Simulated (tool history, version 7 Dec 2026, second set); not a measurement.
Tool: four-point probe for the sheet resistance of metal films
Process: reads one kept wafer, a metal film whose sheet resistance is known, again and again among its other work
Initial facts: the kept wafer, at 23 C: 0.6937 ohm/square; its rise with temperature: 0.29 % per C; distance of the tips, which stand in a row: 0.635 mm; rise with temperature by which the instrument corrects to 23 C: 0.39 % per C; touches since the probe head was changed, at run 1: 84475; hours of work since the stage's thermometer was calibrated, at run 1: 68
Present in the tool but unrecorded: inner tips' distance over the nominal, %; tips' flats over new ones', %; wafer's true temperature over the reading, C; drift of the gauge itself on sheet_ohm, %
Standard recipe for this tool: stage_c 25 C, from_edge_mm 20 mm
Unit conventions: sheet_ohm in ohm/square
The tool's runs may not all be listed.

| run | hour | stage_c | from_edge_mm | touches since the probe head was changed | hours of work since the stage's thermometer was calibrated | sheet_ohm |
|---|---|---|---|---|---|---|
| 1 | 0 | 25 | 20 | 84475 | 68 | 0.690743 |
| 2 | 19.2 | 25 | 20 | 85213 | 78 | 0.690543 |
| 3 | 29.9 | 30 | 20 | 85628 | 83 | 0.68761 |
| 4 | 46.2 | 30 | 20 | 86253 | 92 | 0.687429 |
| 5 | 59.9 | 25 | 8 | 86783 | 99 | 0.692622 |
| 6 | 80.8 | 25 | 20 | 87586 | 109 | 0.690656 |
| 7 | 98.9 | 27 | 20 | 88286 | 119 | 0.689195 |
| 8 | 114.2 | 25 | 20 | 88874 | 127 | 0.690378 |
| 9 | 130.1 | 26 | 20 | 89486 | 135 | 0.689926 |
| 10 | 142.6 | 26 | 20 | 89967 | 141 | 0.689966 |
| 11 | 159.1 | 26 | 20 | 90604 | 150 | 0.689843 |
| 12 | 176.8 | 26 | 20 | 91285 | 159 | 0.689701 |
| 13 | 190.1 | 20 | 20 | 91798 | 166 | 0.693972 |
| 14 | 203.5 | 25 | 10 | 92316 | 173 | 0.691501 |
| 15 | 218.4 | 25 | 10 | 92888 | 180 | 0.69164 |
| 16 | 231.7 | 25 | 10 | 93399 | 187 | 0.691448 |
| 17 | 250 | 25 | 10 | 94104 | 196 | 0.691414 |
| 18 | 270 | 25 | 10 | 94875 | 207 | 0.691438 |
| 19 | 287.3 | 25 | 10 | 95543 | 216 | 0.691507 |
| 20 | 308.1 | 25 | 20 | 96343 | 226 | 0.690286 |
| 21 | 319.1 | 25 | 20 | 96767 | 232 | 0.690278 |
| 22 | 335.2 | 25 | 17 | 97389 | 240 | 0.690514 |
| 23 | 353.9 | 25 | 54 | 98108 | 250 | 0.690074 |
| 24 | 375.1 | 25 | 38 | 98926 | 261 | 0.690173 |
| 25 | 386.2 | 24 | 26 | 99354 | 266 | 0.690858 |
| 26 | 405.8 | 23 | 20 | 100106 | 276 | 0.691715 |
| 27 | 419 | 23 | 20 | 100617 | 283 | 0.691509 |
| 28 | 428.1 | 23 | 9 | 100966 | 288 | 0.693171 |
| 29 | 440.3 | 26 | 19 | 101436 | 294 | 0.68957 |
| 30 | 452.1 | 28 | 7 | 101891 | 300 | 0.690897 |
| 31 | 466.7 | 28 | 51 | 102453 | 308 | 0.688128 |
| 32 | 483.7 | 28 | 51 | 103109 | 316 | 0.687721 |
|  | 502.1 | new probe head fitted |
| 33 | 502.1 | 28 | 51 | 0 | 325 | 0.689307 |
| 34 | 520.9 | 28 | 51 | 725 | 335 | 0.68931 |
| 35 | 535.5 | 28 | 51 | 1287 | 343 | 0.689203 |
| 36 | 552.2 | 23 | 45 | 1932 | 351 | 0.692474 |
| 37 | 571.8 | 29 | 8 | 2686 | 361 | 0.690804 |
| 38 | 581.9 | 29 | 8 | 3077 | 366 | 0.690742 |
| 39 | 592.5 | 27 | 7 | 3484 | 372 | 0.692737 |
| 40 | 608.5 | 27 | 7 | 4100 | 380 | 0.692985 |
| 41 | 623.3 | 27 | 43 | 4672 | 388 | 0.689801 |
| 42 | 644 | 23 | 56 | 5467 | 398 | 0.692498 |
| 43 | 658.1 | 31 | 7 | 6012 | 406 | 0.690288 |
| 44 | 673.5 | 30 | 7 | 6604 | 413 | 0.690892 |
| 45 | 687 | 25 | 28 | 7126 | 420 | 0.691374 |

Branching from run 45: 3 alternative next runs. What would each branch give?
| A | 707.2 | 34 | 31 | 7902 | 431 | ? |
| B | 707.2 | 25 | 13 | 7902 | 431 | ? |
| C | 707.2 | 25 | 39 | 7902 | 431 | ? |

| run | sheet_ohm |
|---|---|
| A | 0.685278 |
| B | 0.691947 |
| C | 0.691089 |
The same runs, with their run-to-run variation unchanged, on a tool lacking any hidden condition would have given:
| run | sheet_ohm |
|---|---|
| A | 0.686601 |
| B | 0.69327 |
| C | 0.69241 |
